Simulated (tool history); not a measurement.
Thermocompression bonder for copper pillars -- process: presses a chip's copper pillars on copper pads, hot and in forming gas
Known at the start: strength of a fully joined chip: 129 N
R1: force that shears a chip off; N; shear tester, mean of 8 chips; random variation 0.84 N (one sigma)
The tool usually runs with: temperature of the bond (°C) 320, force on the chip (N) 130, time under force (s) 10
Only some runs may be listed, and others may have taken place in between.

{"run": 1, "hour": 0.0, "temperature of the bond (°C)": 320, "force on the chip (N)": 130, "time under force (s)": 10, "R1": 67.6}
{"run": 2, "hour": 43.7, "temperature of the bond (°C)": 320, "force on the chip (N)": 130, "time under force (s)": 10, "R1": 68.2}
{"run": 3, "hour": 84.1, "temperature of the bond (°C)": 320, "force on the chip (N)": 130, "time under force (s)": 10, "R1": 67.6}
{"hour": 97.4, "done": "forming gas filter changed"}
{"run": 4, "hour": 107.6, "temperature of the bond (°C)": 320, "force on the chip (N)": 130, "time under force (s)": 10, "R1": 68.8}
{"run": 5, "hour": 153.6, "temperature of the bond (°C)": 320, "force on the chip (N)": 130, "time under force (s)": 10, "R1": 68.4}
{"run": 6, "hour": 196.5, "temperature of the bond (°C)": 320, "force on the chip (N)": 130, "time under force (s)": 10, "R1": 68.4}
{"run": 7, "hour": 217.6, "temperature of the bond (°C)": 320, "force on the chip (N)": 130, "time under force (s)": 10, "R1": 66.1}
{"run": 8, "hour": 245.8, "temperature of the bond (°C)": 320, "force on the chip (N)": 130, "time under force (s)": 10, "R1": 66.6}
{"run": 9, "hour": 269.3, "temperature of the bond (°C)": 320, "force on the chip (N)": 130, "time under force (s)": 10, "R1": 68.1}
{"run": 10, "hour": 304.7, "temperature of the bond (°C)": 320, "force on the chip (N)": 130, "time under force (s)": 10, "R1": 66.8}
{"hour": 307.3, "done": "forming gas filter changed"}
{"run": 11, "hour": 342.4, "temperature of the bond (°C)": 320, "force on the chip (N)": 130, "time under force (s)": 10, "R1": 67.1}
{"run": 12, "hour": 363.5, "temperature of the bond (°C)": 345, "force on the chip (N)": 130, "time under force (s)": 10, "R1": 81.2}
{"run": 13, "hour": 404.0, "temperature of the bond (°C)": 320, "force on the chip (N)": 130, "time under force (s)": 10, "R1": 67}
{"run": 14, "hour": 433.2, "temperature of the bond (°C)": 320, "force on the chip (N)": 130, "time under force (s)": 26, "R1": 89.1}
{"run": 15, "hour": 480.5, "temperature of the bond (°C)": 320, "force on the chip (N)": 130, "time under force (s)": 26, "R1": 89.1}
{"run": 16, "hour": 504.4, "temperature of the bond (°C)": 320, "force on the chip (N)": 130, "time under force (s)": 10, "R1": 66.4}
{"hour": 518.8, "done": "forming gas filter changed"}
{"run": 17, "hour": 525.2, "temperature of the bond (°C)": 320, "force on the chip (N)": 130, "time under force (s)": 10, "R1": 66.4}
{"run": 18, "hour": 569.4, "temperature of the bond (°C)": 320, "force on the chip (N)": 130, "time under force (s)": 10, "R1": 66.5}
{"run": 19, "hour": 609.7, "temperature of the bond (°C)": 320, "force on the chip (N)": 149, "time under force (s)": 10, "R1": 76.2}
{"run": 20, "hour": 657.6, "temperature of the bond (°C)": 320, "force on the chip (N)": 149, "time under force (s)": 10, "R1": 74}
{"run": 21, "hour": 681.7, "temperature of the bond (°C)": 299, "force on the chip (N)": 106, "time under force (s)": 26, "R1": 67.7}
{"run": 22, "hour": 724.8, "temperature of the bond (°C)": 336, "force on the chip (N)": 93, "time under force (s)": 12, "R1": 62.1}
{"hour": 728.1, "done": "forming gas filter changed"}
{"run": 23, "hour": 765.8, "temperature of the bond (°C)": 320, "force on the chip (N)": 123, "time under force (s)": 8, "R1": 59.9}
{"run": 24, "hour": 810.9, "temperature of the bond (°C)": 347, "force on the chip (N)": 187, "time under force (s)": 8, "R1": 92.9}
{"run": 25, "hour": 838.0, "temperature of the bond (°C)": 320, "force on the chip (N)": 107, "time under force (s)": 10, "R1": 57.8}
{"run": 26, "hour": 863.1, "temperature of the bond (°C)": 320, "force on the chip (N)": 107, "time under force (s)": 10, "R1": 58.5}
{"run": 27, "hour": 895.6, "temperature of the bond (°C)": 298, "force on the chip (N)": 83, "time under force (s)": 10, "R1": 36.7}
{"run": 28, "hour": 925.0, "temperature of the bond (°C)": 320, "force on the chip (N)": 83, "time under force (s)": 6, "R1": 36.9}
{"hour": 939.8, "done": "forming gas filter changed"}
{"run": 29, "hour": 944.8, "temperature of the bond (°C)": 320, "force on the chip (N)": 83, "time under force (s)": 17, "R1": 55.6}
{"run": 30, "hour": 985.9, "temperature of the bond (°C)": 321, "force on the chip (N)": 162, "time under force (s)": 18, "R1": 92.8}
{"run": 31, "hour": 1024.7, "temperature of the bond (°C)": 321, "force on the chip (N)": 162, "time under force (s)": 18, "R1": 95.7}
{"run": 32, "hour": 1046.4, "temperature of the bond (°C)": 293, "force on the chip (N)": 144, "time under force (s)": 10, "R1": 58.1}
{"run": 33, "hour": 1088.7, "temperature of the bond (°C)": 320, "force on the chip (N)": 116, "time under force (s)": 18, "R1": 75.1}
{"run": 34, "hour": 1125.9, "temperature of the bond (°C)": 320, "force on the chip (N)": 130, "time under force (s)": 15, "R1": 75.8}
{"hour": 1150.4, "done": "forming gas filter changed"}
{"run": 35, "hour": 1173.1, "temperature of the bond (°C)": 343, "force on the chip (N)": 179, "time under force (s)": 26, "R1": 114.8}
{"run": 36, "hour": 1209.6, "temperature of the bond (°C)": 311, "force on the chip (N)": 181, "time under force (s)": 10, "R1": 80.5}
{"run": 37, "hour": 1230.3, "temperature of the bond (°C)": 311, "force on the chip (N)": 181, "time under force (s)": 10, "R1": 81.3}
{"run": 38, "hour": 1265.9, "temperature of the bond (°C)": 311, "force on the chip (N)": 166, "time under force (s)": 27, "R1": 98}
{"run": 39, "hour": 1290.7, "temperature of the bond (°C)": 311, "force on the chip (N)": 166, "time under force (s)": 27, "R1": 96.9}
{"hour": 1333.4, "done": "heater calibrated with a thermocouple chip"}
{"run": 40, "hour": 1339.9, "temperature of the bond (°C)": 311, "force on the chip (N)": 173, "time under force (s)": 6, "R1": 65.7}

For each run, the measured value with the value that run would have given without the tool's hidden condition subtracted. The run-to-run variation is shared by both, the gauge scatter possibly not:
Hidden state present: true temperature of the bond over the reading, C; force that reaches the chip, % of what is set; oxide that the forming gas leaves, % of the face; drift of the gauge itself on shear_n, %.
run=1 R1=-0.3
run=2 R1=-0.4
run=3 R1=-0.4
run=4 R1=-0.2
run=5 R1=-0.2
run=6 R1=-0.3
run=7 R1=-0.4
run=8 R1=-0.5
run=9 R1=-0.6
run=10 R1=-0.6
run=11 R1=-0.2
run=12 R1=-0.4
run=13 R1=-0.4
run=14 R1=-0.6
run=15 R1=-0.7
run=16 R1=-0.6
run=17 R1=-0.2
run=18 R1=-0.3
run=19 R1=-0.5
run=20 R1=-0.6
run=21 R1=-0.6
run=22 R1=-0.6
run=23 R1=-0.4
run=24 R1=-0.5
run=25 R1=-0.5
run=26 R1=-0.6
run=27 R1=-0.4
run=28 R1=-0.5
run=29 R1=-0.3
run=30 R1=-0.5
run=31 R1=-0.6
run=32 R1=-0.5
run=33 R1=-0.7
run=34 R1=-0.8
run=35 R1=-0.4
run=36 R1=-0.5
run=37 R1=-0.7
run=38 R1=-0.8
run=39 R1=-0.9
run=40 R1=-0.6

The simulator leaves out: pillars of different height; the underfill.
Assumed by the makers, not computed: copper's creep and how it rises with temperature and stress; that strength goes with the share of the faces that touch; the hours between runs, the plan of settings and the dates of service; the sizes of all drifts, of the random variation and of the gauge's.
